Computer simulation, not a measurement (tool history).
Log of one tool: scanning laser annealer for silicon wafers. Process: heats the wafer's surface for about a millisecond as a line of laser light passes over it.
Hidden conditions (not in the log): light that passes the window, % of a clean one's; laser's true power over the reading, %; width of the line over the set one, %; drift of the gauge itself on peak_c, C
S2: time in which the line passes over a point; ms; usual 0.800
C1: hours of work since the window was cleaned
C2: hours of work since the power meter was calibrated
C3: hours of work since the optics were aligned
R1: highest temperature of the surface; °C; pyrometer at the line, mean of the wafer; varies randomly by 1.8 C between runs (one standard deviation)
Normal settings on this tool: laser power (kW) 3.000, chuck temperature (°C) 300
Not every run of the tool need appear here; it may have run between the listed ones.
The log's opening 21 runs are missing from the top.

-- day=13.158 window over the wafer cleaned
run 22 day=13.571 | laser_power_(kW)=2.625 S2=0.932 chuck_temperature_(°C)=300 | C1=6 C2=571 C3=1750 | R1=982
run 23 day=14.275 | laser_power_(kW)=2.625 S2=0.932 chuck_temperature_(°C)=300 | C1=17 C2=582 C3=1761 | R1=981
run 24 day=14.946 | laser_power_(kW)=3.000 S2=0.736 chuck_temperature_(°C)=327 | C1=28 C2=593 C3=1772 | R1=1020
run 25 day=15.304 | laser_power_(kW)=2.977 S2=0.615 chuck_temperature_(°C)=300 | C1=33 C2=598 C3=1777 | R1=918
run 26 day=15.929 | laser_power_(kW)=2.732 S2=0.996 chuck_temperature_(°C)=328 | C1=43 C2=608 C3=1787 | R1=1063
run 27 day=16.350 | laser_power_(kW)=2.572 S2=0.624 chuck_temperature_(°C)=300 | C1=49 C2=614 C3=1793 | R1=828
run 28 day=17.075 | laser_power_(kW)=2.572 S2=0.978 chuck_temperature_(°C)=331 | C1=60 C2=626 C3=1804 | R1=1008
run 29 day=17.817 | laser_power_(kW)=2.572 S2=0.978 chuck_temperature_(°C)=331 | C1=72 C2=637 C3=1816 | R1=1013
run 30 day=18.625 | laser_power_(kW)=2.624 S2=0.604 chuck_temperature_(°C)=329 | C1=84 C2=649 C3=1828 | R1=860
run 31 day=19.008 | laser_power_(kW)=2.959 S2=0.941 chuck_temperature_(°C)=324 | C1=90 C2=655 C3=1834 | R1=1098
run 32 day=19.508 | laser_power_(kW)=2.959 S2=0.941 chuck_temperature_(°C)=324 | C1=98 C2=663 C3=1842 | R1=1096
run 33 day=20.054 | laser_power_(kW)=2.785 S2=0.828 chuck_temperature_(°C)=283 | C1=106 C2=671 C3=1850 | R1=955
run 34 day=20.546 | laser_power_(kW)=3.103 S2=0.824 chuck_temperature_(°C)=298 | C1=114 C2=679 C3=1858 | R1=1056
run 35 day=21.117 | laser_power_(kW)=2.786 S2=0.800 chuck_temperature_(°C)=300 | C1=123 C2=688 C3=1867 | R1=959
-- day=21.708 optics aligned, line set to its width
run 36 day=22.042 | laser_power_(kW)=3.000 S2=0.711 chuck_temperature_(°C)=312 | C1=134 C2=699 C3=5 | R1=999
run 37 day=22.721 | laser_power_(kW)=2.972 S2=0.964 chuck_temperature_(°C)=318 | C1=144 C2=709 C3=16 | R1=1123
run 38 day=23.092 | laser_power_(kW)=3.139 S2=0.679 chuck_temperature_(°C)=300 | C1=150 C2=715 C3=21 | R1=1003
run 39 day=23.617 | laser_power_(kW)=2.896 S2=0.774 chuck_temperature_(°C)=302 | C1=158 C2=723 C3=29 | R1=995
run 40 day=24.442 | laser_power_(kW)=2.896 S2=0.635 chuck_temperature_(°C)=276 | C1=171 C2=736 C3=42 | R1=896
run 41 day=24.954 | laser_power_(kW)=3.257 S2=0.977 chuck_temperature_(°C)=300 | C1=179 C2=744 C3=50 | R1=1197

3 options for the next run, each taken on its own from the tool as it stands now. Forecast them:
run A day=25.646 | laser_power_(kW)=3.257 S2=0.811 chuck_temperature_(°C)=271 | C1=190 C2=755 C3=61 | R1=?
run B day=25.646 | laser_power_(kW)=3.000 S2=0.811 chuck_temperature_(°C)=265 | C1=190 C2=755 C3=61 | R1=?
run C day=25.646 | laser_power_(kW)=3.257 S2=0.701 chuck_temperature_(°C)=326 | C1=190 C2=755 C3=61 | R1=?

run=A R1=1078
run=B R1=1000
run=C R1=1070
What these runs would have given with no unlogged condition in the tool:
run=A R1=1087
run=B R1=1009
run=C R1=1078

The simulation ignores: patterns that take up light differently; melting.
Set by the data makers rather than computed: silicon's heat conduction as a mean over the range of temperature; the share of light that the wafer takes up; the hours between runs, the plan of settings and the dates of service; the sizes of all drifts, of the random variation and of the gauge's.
